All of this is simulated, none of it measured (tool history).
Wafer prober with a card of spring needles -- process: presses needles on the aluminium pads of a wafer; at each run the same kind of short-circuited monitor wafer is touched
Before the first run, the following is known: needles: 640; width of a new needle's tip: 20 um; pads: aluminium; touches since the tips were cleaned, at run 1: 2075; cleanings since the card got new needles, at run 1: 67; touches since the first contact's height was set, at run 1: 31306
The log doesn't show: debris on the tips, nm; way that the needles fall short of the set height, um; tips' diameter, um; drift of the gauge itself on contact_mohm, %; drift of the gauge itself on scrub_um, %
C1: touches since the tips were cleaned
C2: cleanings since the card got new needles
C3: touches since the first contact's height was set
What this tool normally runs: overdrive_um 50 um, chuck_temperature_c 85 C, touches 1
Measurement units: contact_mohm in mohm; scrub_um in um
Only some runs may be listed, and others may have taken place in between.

Run 1, day 0.000: usual settings; C1 2075; C2 67; C3 31306. Result: contact_mohm 150 mohm, scrub_um 6.94 um.
At day 0.075: tips cleaned on abrasive film.
At day 0.438: tips cleaned on abrasive film.
At day 0.796: tips cleaned on abrasive film.
At day 1.158: tips cleaned on abrasive film.
At day 1.517: tips cleaned on abrasive film.
At day 1.879: tips cleaned on abrasive film.
Run 2, day 1.912: usual settings but chuck_temperature_c 26 C; C1 243; C2 73; C3 45623. Result: contact_mohm 138 mohm, scrub_um 6.99 um.
At day 2.200: tips cleaned on abrasive film.
At day 2.562: tips cleaned on abrasive film.
At day 2.850: tips cleaned on abrasive film.
At day 3.212: tips cleaned on abrasive film.
At day 3.571: tips cleaned on abrasive film.
Run 3, day 3.850: usual settings; C1 2102; C2 78; C3 60175. Result: contact_mohm 148 mohm, scrub_um 6.98 um.
At day 3.925: tips cleaned on abrasive film.
At day 4.212: tips cleaned on abrasive film.
At day 4.575: tips cleaned on abrasive film.
At day 4.938: tips cleaned on abrasive film.
At day 5.296: tips cleaned on abrasive film.
At day 5.308: height of the first contact set anew.
At day 5.671: tips cleaned on abrasive film.
At day 5.958: tips cleaned on abrasive film.
At day 6.308: tips cleaned on abrasive film.
Run 4, day 6.308: usual settings; C1 0; C2 86; C3 7475. Result: contact_mohm 149 mohm, scrub_um 6.97 um.
At day 6.667: tips cleaned on abrasive film.
At day 7.029: tips cleaned on abrasive film.
At day 7.317: tips cleaned on abrasive film.
At day 7.679: tips cleaned on abrasive film.
At day 8.038: tips cleaned on abrasive film.
At day 8.400: tips cleaned on abrasive film.
Run 5, day 8.596: usual settings but touches 2; C1 1491; C2 92; C3 24664. Result: contact_mohm 149 mohm, scrub_um 7.01 um.
At day 8.742: tips cleaned on abrasive film.
At day 9.104: tips cleaned on abrasive film.
At day 9.396: tips cleaned on abrasive film.
At day 9.754: tips cleaned on abrasive film.
At day 10.046: tips cleaned on abrasive film.
At day 10.404: tips cleaned on abrasive film.
At day 10.767: tips cleaned on abrasive film.
Run 6, day 10.917: usual settings; C1 1149; C2 99; C3 42054. Result: contact_mohm 150 mohm, scrub_um 7.00 um.
At day 11.062: tips cleaned on abrasive film.
At day 11.354: tips cleaned on abrasive film.
At day 11.717: tips cleaned on abrasive film.
At day 12.075: tips cleaned on abrasive film.
At day 12.438: tips cleaned on abrasive film.
At day 12.796: tips cleaned on abrasive film.
At day 13.158: tips cleaned on abrasive film.
Run 7, day 13.408: usual settings but chuck_temperature_c 45 C; C1 1891; C2 106; C3 60730. Result: contact_mohm 144 mohm, scrub_um 7.05 um.
At day 13.483: tips cleaned on abrasive film.
At day 13.842: tips cleaned on abrasive film.
At day 14.133: tips cleaned on abrasive film.
At day 14.492: tips cleaned on abrasive film.
At day 14.792: height of the first contact set anew.
At day 14.867: tips cleaned on abrasive film.
Run 8, day 14.962: usual settings but chuck_temperature_c 45 C; C1 714; C2 111; C3 1255. Result: contact_mohm 141 mohm, scrub_um 7.01 um.
At day 15.179: tips cleaned on abrasive film.
At day 15.542: tips cleaned on abrasive film.
At day 15.900: tips cleaned on abrasive film.
Run 9, day 16.058: usual settings but overdrive_um 42 um, chuck_temperature_c 25 C; C1 1197; C2 114; C3 9490. Result: contact_mohm 144 mohm, scrub_um 5.91 um.
At day 16.204: tips cleaned on abrasive film.
At day 16.567: tips cleaned on abrasive film.
At day 16.925: tips cleaned on abrasive film.
At day 17.288: tips cleaned on abrasive film.
At day 17.650: tips cleaned on abrasive film.
At day 18.008: tips cleaned on abrasive film.
At day 18.300: tips cleaned on abrasive film.
At day 18.658: tips cleaned on abrasive film.
Run 10, day 18.658: usual settings but overdrive_um 65 um, chuck_temperature_c 40 C; C1 0; C2 122; C3 28961. Result: contact_mohm 138 mohm, scrub_um 9.17 um.
At day 19.017: tips cleaned on abrasive film.
At day 19.379: tips cleaned on abrasive film.
At day 19.667: tips cleaned on abrasive film.
Run 11, day 19.879: usual settings but overdrive_um 54 um, chuck_temperature_c 40 C; C1 1592; C2 125; C3 38132. Result: contact_mohm 139 mohm, scrub_um 7.58 um.
At day 20.025: tips cleaned on abrasive film.
At day 20.388: tips cleaned on abrasive film.
At day 20.675: tips cleaned on abrasive film.
At day 21.038: tips cleaned on abrasive film.
At day 21.325: tips cleaned on abrasive film.
Run 12, day 21.483: usual settings but overdrive_um 44 um, chuck_temperature_c 111 C; C1 1208; C2 130; C3 50167. Result: contact_mohm 157 mohm, scrub_um 6.19 um.
At day 21.633: tips cleaned on abrasive film.
At day 21.921: tips cleaned on abrasive film.
At day 22.283: tips cleaned on abrasive film.
At day 22.642: tips cleaned on abrasive film.
At day 23.004: tips cleaned on abrasive film.
At day 23.367: tips cleaned on abrasive film.
At day 23.725: tips cleaned on abrasive film.
Run 13, day 23.758: usual settings but chuck_temperature_c 110 C, touches 3; C1 250; C2 137; C3 67200. Result: contact_mohm 153 mohm, scrub_um 7.05 um.
At day 24.046: tips cleaned on abrasive film.
At day 24.275: height of the first contact set anew.
At day 24.421: tips cleaned on abrasive film.
At day 24.783: tips cleaned on abrasive film.
At day 25.142: tips cleaned on abrasive film.
At day 25.433: tips cleaned on abrasive film.
At day 25.792: tips cleaned on abrasive film.
Run 14, day 25.804: usual settings but overdrive_um 39 um, touches 2; C1 80; C2 143; C3 11448. Result: contact_mohm 155 mohm, scrub_um 5.50 um.
At day 26.092: tips cleaned on abrasive film.
At day 26.454: tips cleaned on abrasive film.
At day 26.812: tips cleaned on abrasive film.
Run 15, day 27.021: usual settings but overdrive_um 39 um, chuck_temperature_c 79 C, touches 2; C1 1576; C2 146; C3 20602. Result: contact_mohm 156 mohm, scrub_um 5.53 um.
At day 27.167: tips cleaned on abrasive film.
At day 27.458: tips cleaned on abrasive film.
At day 27.821: tips cleaned on abrasive film.
At day 28.179: tips cleaned on abrasive film.
At day 28.542: tips cleaned on abrasive film.
Run 16, day 28.700: usual settings but overdrive_um 42 um, chuck_temperature_c 56 C, touches 2; C1 1208; C2 151; C3 33177. Result: contact_mohm 149 mohm, scrub_um 5.93 um.

4 options for the next run, each taken on its own from the tool as it stands now. Forecast them:
At day 28.846: tips cleaned on abrasive film.
At day 29.208: tips cleaned on abrasive film.
At day 29.567: tips cleaned on abrasive film.
At day 29.929: tips cleaned on abrasive film.
At day 30.288: tips cleaned on abrasive film.
Run A, day 30.542: usual settings but overdrive_um 49 um, chuck_temperature_c 56 C; C1 1924; C2 156; C3 47009. Result: contact_mohm ?, scrub_um ?.
At day 28.846: tips cleaned on abrasive film.
At day 29.208: tips cleaned on abrasive film.
At day 29.567: tips cleaned on abrasive film.
At day 29.929: tips cleaned on abrasive film.
At day 30.288: tips cleaned on abrasive film.
Run B, day 30.542: usual settings but overdrive_um 37 um, chuck_temperature_c 33 C, touches 2; C1 1924; C2 156; C3 47009. Result: contact_mohm ?, scrub_um ?.
At day 28.846: tips cleaned on abrasive film.
At day 29.208: tips cleaned on abrasive film.
At day 29.567: tips cleaned on abrasive film.
At day 29.929: tips cleaned on abrasive film.
At day 30.288: tips cleaned on abrasive film.
Run C, day 30.542: usual settings but overdrive_um 35 um, touches 3; C1 1924; C2 156; C3 47009. Result: contact_mohm ?, scrub_um ?.
At day 28.846: tips cleaned on abrasive film.
At day 29.208: tips cleaned on abrasive film.
At day 29.567: tips cleaned on abrasive film.
At day 29.929: tips cleaned on abrasive film.
At day 30.288: tips cleaned on abrasive film.
Run D, day 30.542: usual settings but overdrive_um 44 um; C1 1924; C2 156; C3 47009. Result: contact_mohm ?, scrub_um ?.

run  contact_mohm  scrub_um
  A           143      6.91
  B           142      5.22
  C           159      4.94
  D           154      6.21
Stripped of hidden state, with their random variation kept, the same runs would have yielded:
run  contact_mohm  scrub_um
  A           143      6.80
  B           142      5.14
  C           159      4.86
  D           154      6.12

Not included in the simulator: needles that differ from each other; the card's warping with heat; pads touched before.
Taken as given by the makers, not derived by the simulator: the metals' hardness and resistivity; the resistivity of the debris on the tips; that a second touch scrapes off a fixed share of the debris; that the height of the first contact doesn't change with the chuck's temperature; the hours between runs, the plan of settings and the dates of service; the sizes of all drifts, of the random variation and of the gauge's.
